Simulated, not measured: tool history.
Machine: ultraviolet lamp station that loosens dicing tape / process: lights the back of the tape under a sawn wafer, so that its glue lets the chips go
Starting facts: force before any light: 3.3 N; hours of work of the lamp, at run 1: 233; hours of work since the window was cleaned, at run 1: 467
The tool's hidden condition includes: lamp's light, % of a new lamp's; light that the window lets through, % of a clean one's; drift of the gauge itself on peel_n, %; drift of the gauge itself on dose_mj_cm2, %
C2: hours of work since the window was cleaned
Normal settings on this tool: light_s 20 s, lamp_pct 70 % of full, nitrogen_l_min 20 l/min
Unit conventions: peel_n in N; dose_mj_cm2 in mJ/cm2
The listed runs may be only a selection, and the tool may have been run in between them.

run 1 day=0.000 | light_s=20 lamp_pct=70 nitrogen_l_min=20 | hours_of_work_of_the_lamp=233 C2=467 | peel_n=0.447 dose_mj_cm2=280
run 2 day=0.521 | light_s=20 lamp_pct=70 nitrogen_l_min=20 | hours_of_work_of_the_lamp=240 C2=474 | peel_n=0.488 dose_mj_cm2=279
run 3 day=0.867 | light_s=20 lamp_pct=70 nitrogen_l_min=20 | hours_of_work_of_the_lamp=244 C2=478 | peel_n=0.490 dose_mj_cm2=274
run 4 day=1.425 | light_s=20 lamp_pct=70 nitrogen_l_min=6 | hours_of_work_of_the_lamp=252 C2=486 | peel_n=0.758 dose_mj_cm2=274
run 5 day=2.096 | light_s=20 lamp_pct=70 nitrogen_l_min=20 | hours_of_work_of_the_lamp=260 C2=494 | peel_n=0.494 dose_mj_cm2=273
run 6 day=2.475 | light_s=20 lamp_pct=70 nitrogen_l_min=20 | hours_of_work_of_the_lamp=265 C2=499 | peel_n=0.497 dose_mj_cm2=273
run 7 day=2.767 | light_s=20 lamp_pct=70 nitrogen_l_min=20 | hours_of_work_of_the_lamp=269 C2=503 | peel_n=0.482 dose_mj_cm2=271
run 8 day=3.333 | light_s=20 lamp_pct=70 nitrogen_l_min=20 | hours_of_work_of_the_lamp=277 C2=510 | peel_n=0.485 dose_mj_cm2=270
run 9 day=3.721 | light_s=37 lamp_pct=70 nitrogen_l_min=20 | hours_of_work_of_the_lamp=282 C2=516 | peel_n=0.288 dose_mj_cm2=491
run 10 day=4.271 | light_s=37 lamp_pct=70 nitrogen_l_min=20 | hours_of_work_of_the_lamp=289 C2=523 | peel_n=0.284 dose_mj_cm2=489
run 11 day=4.679 | light_s=37 lamp_pct=70 nitrogen_l_min=20 | hours_of_work_of_the_lamp=294 C2=528 | peel_n=0.290 dose_mj_cm2=490
run 12 day=5.229 | light_s=20 lamp_pct=70 nitrogen_l_min=20 | hours_of_work_of_the_lamp=301 C2=535 | peel_n=0.510 dose_mj_cm2=265
run 13 day=5.558 | light_s=20 lamp_pct=70 nitrogen_l_min=20 | hours_of_work_of_the_lamp=306 C2=540 | peel_n=0.525 dose_mj_cm2=264
run 14 day=5.858 | light_s=20 lamp_pct=70 nitrogen_l_min=8 | hours_of_work_of_the_lamp=310 C2=544 | peel_n=0.715 dose_mj_cm2=262
run 15 day=6.412 | light_s=20 lamp_pct=70 nitrogen_l_min=8 | hours_of_work_of_the_lamp=317 C2=551 | peel_n=0.762 dose_mj_cm2=257
-- day=6.562 window cleaned of glue's vapour
run 16 day=6.962 | light_s=20 lamp_pct=70 nitrogen_l_min=20 | hours_of_work_of_the_lamp=324 C2=5 | peel_n=0.535 dose_mj_cm2=254
run 17 day=7.329 | light_s=20 lamp_pct=70 nitrogen_l_min=20 | hours_of_work_of_the_lamp=329 C2=10 | peel_n=0.537 dose_mj_cm2=250
run 18 day=7.712 | light_s=20 lamp_pct=70 nitrogen_l_min=20 | hours_of_work_of_the_lamp=334 C2=15 | peel_n=0.545 dose_mj_cm2=244
-- day=8.012 window cleaned of glue's vapour, once more
run 19 day=8.233 | light_s=20 lamp_pct=70 nitrogen_l_min=20 | hours_of_work_of_the_lamp=340 C2=3 | peel_n=0.458 dose_mj_cm2=281
run 20 day=8.712 | light_s=10 lamp_pct=73 nitrogen_l_min=20 | hours_of_work_of_the_lamp=346 C2=9 | peel_n=0.997 dose_mj_cm2=150
run 21 day=9.142 | light_s=10 lamp_pct=73 nitrogen_l_min=20 | hours_of_work_of_the_lamp=352 C2=15 | peel_n=0.998 dose_mj_cm2=149
run 22 day=9.417 | light_s=29 lamp_pct=60 nitrogen_l_min=20 | hours_of_work_of_the_lamp=356 C2=18 | peel_n=0.371 dose_mj_cm2=352
run 23 day=10.038 | light_s=21 lamp_pct=75 nitrogen_l_min=10 | hours_of_work_of_the_lamp=364 C2=26 | peel_n=0.527 dose_mj_cm2=313
run 24 day=10.525 | light_s=20 lamp_pct=73 nitrogen_l_min=33 | hours_of_work_of_the_lamp=370 C2=33 | peel_n=0.396 dose_mj_cm2=292
run 25 day=11.133 | light_s=20 lamp_pct=73 nitrogen_l_min=33 | hours_of_work_of_the_lamp=378 C2=41 | peel_n=0.393 dose_mj_cm2=286
run 26 day=11.588 | light_s=14 lamp_pct=89 nitrogen_l_min=11 | hours_of_work_of_the_lamp=384 C2=47 | peel_n=0.702 dose_mj_cm2=244
run 27 day=12.217 | light_s=27 lamp_pct=70 nitrogen_l_min=20 | hours_of_work_of_the_lamp=392 C2=55 | peel_n=0.343 dose_mj_cm2=367
run 28 day=12.708 | light_s=27 lamp_pct=71 nitrogen_l_min=20 | hours_of_work_of_the_lamp=399 C2=61 | peel_n=0.353 dose_mj_cm2=372
run 29 day=13.212 | light_s=27 lamp_pct=71 nitrogen_l_min=20 | hours_of_work_of_the_lamp=405 C2=68 | peel_n=0.346 dose_mj_cm2=370
run 30 day=13.867 | light_s=20 lamp_pct=80 nitrogen_l_min=28 | hours_of_work_of_the_lamp=414 C2=77 | peel_n=0.376 dose_mj_cm2=304
run 31 day=14.408 | light_s=20 lamp_pct=68 nitrogen_l_min=6 | hours_of_work_of_the_lamp=421 C2=84 | peel_n=0.845 dose_mj_cm2=261
run 32 day=14.742 | light_s=25 lamp_pct=70 nitrogen_l_min=20 | hours_of_work_of_the_lamp=425 C2=88 | peel_n=0.375 dose_mj_cm2=333
run 33 day=15.404 | light_s=22 lamp_pct=76 nitrogen_l_min=20 | hours_of_work_of_the_lamp=434 C2=97 | peel_n=0.394 dose_mj_cm2=314
run 34 day=15.821 | light_s=22 lamp_pct=76 nitrogen_l_min=20 | hours_of_work_of_the_lamp=439 C2=102 | peel_n=0.397 dose_mj_cm2=310
run 35 day=16.212 | light_s=13 lamp_pct=70 nitrogen_l_min=20 | hours_of_work_of_the_lamp=445 C2=107 | peel_n=0.896 dose_mj_cm2=165

Take each entry between the runs: how does the hidden state at the last listed run before it differ from the hidden state at the first listed run after it?
Runs 15 to 16: window cleaned of glue's vapour (day 6.562)
  lamp's light, % of a new lamp's: 81.2 -> 80.9; light that the window lets through, % of a clean one's: 89.5 -> 86.4
  the result without the hidden state subtracted from the measured one, peel_n: +0.247 -> +0.185 N; dose_mj_cm2: -97 -> -108 mJ/cm2
Runs 18 to 19: window cleaned of glue's vapour, once more (day 8.012)
  lamp's light, % of a new lamp's: 80.4 -> 80; light that the window lets through, % of a clean one's: 86.2 -> 99.5
  the result without the hidden state subtracted from the measured one, peel_n: +0.192 -> +0.104 N; dose_mj_cm2: -109 -> -73 mJ/cm2
